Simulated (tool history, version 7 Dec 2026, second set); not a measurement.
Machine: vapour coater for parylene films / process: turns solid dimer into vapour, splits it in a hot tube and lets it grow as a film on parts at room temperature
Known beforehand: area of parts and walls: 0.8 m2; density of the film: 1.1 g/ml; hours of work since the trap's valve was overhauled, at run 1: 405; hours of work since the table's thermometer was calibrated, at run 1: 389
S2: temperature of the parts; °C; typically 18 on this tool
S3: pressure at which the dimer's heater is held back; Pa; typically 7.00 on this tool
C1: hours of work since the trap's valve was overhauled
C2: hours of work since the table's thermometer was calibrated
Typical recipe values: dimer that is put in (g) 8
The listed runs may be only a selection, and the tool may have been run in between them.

{"run": 1, "hour": 0.0, "dimer that is put in (g)": 8, "S2": 18, "S3": 7.0, "C1": 405, "C2": 389, "thickness of the film (nm)": 4620}
{"run": 2, "hour": 9.9, "dimer that is put in (g)": 8, "S2": 18, "S3": 7.0, "C1": 411, "C2": 395, "thickness of the film (nm)": 4660}
{"hour": 15.6, "done": "trap's valve overhauled"}
{"run": 3, "hour": 25.5, "dimer that is put in (g)": 8, "S2": 18, "S3": 7.0, "C1": 6, "C2": 402, "thickness of the film (nm)": 4850}
{"run": 4, "hour": 46.7, "dimer that is put in (g)": 8, "S2": 18, "S3": 7.0, "C1": 19, "C2": 415, "thickness of the film (nm)": 4790}
{"run": 5, "hour": 65.1, "dimer that is put in (g)": 3, "S2": 18, "S3": 7.0, "C1": 30, "C2": 427, "thickness of the film (nm)": 1810}
{"run": 6, "hour": 86.7, "dimer that is put in (g)": 3, "S2": 18, "S3": 7.0, "C1": 44, "C2": 440, "thickness of the film (nm)": 1780}
{"run": 7, "hour": 100.7, "dimer that is put in (g)": 8, "S2": 27, "S3": 7.0, "C1": 52, "C2": 448, "thickness of the film (nm)": 4010}
{"run": 8, "hour": 112.2, "dimer that is put in (g)": 8, "S2": 27, "S3": 7.0, "C1": 59, "C2": 455, "thickness of the film (nm)": 4050}
{"run": 9, "hour": 132.8, "dimer that is put in (g)": 8, "S2": 27, "S3": 7.0, "C1": 72, "C2": 468, "thickness of the film (nm)": 4020}
{"run": 10, "hour": 148.8, "dimer that is put in (g)": 8, "S2": 18, "S3": 7.0, "C1": 82, "C2": 478, "thickness of the film (nm)": 4810}
{"run": 11, "hour": 165.8, "dimer that is put in (g)": 8, "S2": 27, "S3": 7.0, "C1": 92, "C2": 488, "thickness of the film (nm)": 3970}
{"run": 12, "hour": 180.4, "dimer that is put in (g)": 8, "S2": 18, "S3": 7.0, "C1": 101, "C2": 497, "thickness of the film (nm)": 4700}
{"run": 13, "hour": 202.0, "dimer that is put in (g)": 8, "S2": 18, "S3": 7.0, "C1": 115, "C2": 511, "thickness of the film (nm)": 4810}
{"run": 14, "hour": 216.7, "dimer that is put in (g)": 8, "S2": 18, "S3": 7.0, "C1": 124, "C2": 520, "thickness of the film (nm)": 4760}
{"run": 15, "hour": 228.6, "dimer that is put in (g)": 8, "S2": 18, "S3": 7.0, "C1": 131, "C2": 527, "thickness of the film (nm)": 4790}
{"run": 16, "hour": 240.5, "dimer that is put in (g)": 8, "S2": 18, "S3": 7.0, "C1": 138, "C2": 534, "thickness of the film (nm)": 4750}
{"run": 17, "hour": 253.1, "dimer that is put in (g)": 8, "S2": 18, "S3": 7.0, "C1": 146, "C2": 542, "thickness of the film (nm)": 4780}
{"run": 18, "hour": 270.7, "dimer that is put in (g)": 8, "S2": 18, "S3": 7.0, "C1": 157, "C2": 553, "thickness of the film (nm)": 4750}
{"run": 19, "hour": 289.9, "dimer that is put in (g)": 8, "S2": 18, "S3": 3.09, "C1": 169, "C2": 565, "thickness of the film (nm)": 5260}
{"run": 20, "hour": 308.1, "dimer that is put in (g)": 8, "S2": 29, "S3": 7.0, "C1": 180, "C2": 576, "thickness of the film (nm)": 3810}
{"run": 21, "hour": 324.8, "dimer that is put in (g)": 8, "S2": 18, "S3": 7.0, "C1": 190, "C2": 586, "thickness of the film (nm)": 4710}
{"run": 22, "hour": 338.8, "dimer that is put in (g)": 8, "S2": 18, "S3": 7.0, "C1": 199, "C2": 595, "thickness of the film (nm)": 4720}
{"run": 23, "hour": 350.1, "dimer that is put in (g)": 8, "S2": 23, "S3": 7.0, "C1": 206, "C2": 602, "thickness of the film (nm)": 4220}
{"run": 24, "hour": 368.4, "dimer that is put in (g)": 8, "S2": 23, "S3": 7.0, "C1": 217, "C2": 613, "thickness of the film (nm)": 4220}
{"run": 25, "hour": 382.5, "dimer that is put in (g)": 8, "S2": 23, "S3": 7.0, "C1": 226, "C2": 622, "thickness of the film (nm)": 4330}
{"run": 26, "hour": 392.3, "dimer that is put in (g)": 7, "S2": 25, "S3": 9.4, "C1": 232, "C2": 628, "thickness of the film (nm)": 3390}
{"run": 27, "hour": 410.3, "dimer that is put in (g)": 8, "S2": 26, "S3": 10.22, "C1": 243, "C2": 639, "thickness of the film (nm)": 3790}
{"run": 28, "hour": 427.6, "dimer that is put in (g)": 7, "S2": 26, "S3": 9.72, "C1": 253, "C2": 649, "thickness of the film (nm)": 3360}
{"run": 29, "hour": 447.3, "dimer that is put in (g)": 7, "S2": 15, "S3": 9.72, "C1": 265, "C2": 662, "thickness of the film (nm)": 4130}
{"run": 30, "hour": 458.5, "dimer that is put in (g)": 10, "S2": 13, "S3": 5.02, "C1": 272, "C2": 668, "thickness of the film (nm)": 6710}
{"run": 31, "hour": 470.9, "dimer that is put in (g)": 8, "S2": 19, "S3": 10.68, "C1": 280, "C2": 676, "thickness of the film (nm)": 4350}
{"run": 32, "hour": 481.0, "dimer that is put in (g)": 8, "S2": 27, "S3": 10.68, "C1": 286, "C2": 682, "thickness of the film (nm)": 3670}
{"run": 33, "hour": 499.6, "dimer that is put in (g)": 8, "S2": 27, "S3": 10.68, "C1": 298, "C2": 694, "thickness of the film (nm)": 3720}
{"run": 34, "hour": 516.9, "dimer that is put in (g)": 8, "S2": 27, "S3": 7.0, "C1": 308, "C2": 704, "thickness of the film (nm)": 3930}
{"run": 35, "hour": 536.3, "dimer that is put in (g)": 8, "S2": 24, "S3": 4.42, "C1": 320, "C2": 716, "thickness of the film (nm)": 4420}
{"run": 36, "hour": 551.9, "dimer that is put in (g)": 9, "S2": 23, "S3": 7.0, "C1": 330, "C2": 726, "thickness of the film (nm)": 4700}

Run 37, settings as shown, results not yet in. Your forecast:
{"run": 37, "hour": 563.5, "dimer that is put in (g)": 6, "S2": 18, "S3": 7.0, "C1": 337, "C2": 733, "thickness of the film (nm)": "?"}

thickness of the film (nm): 3480
On a tool with no hidden condition, and with the same random variation, this run would have come out at thickness of the film (nm) 3690.
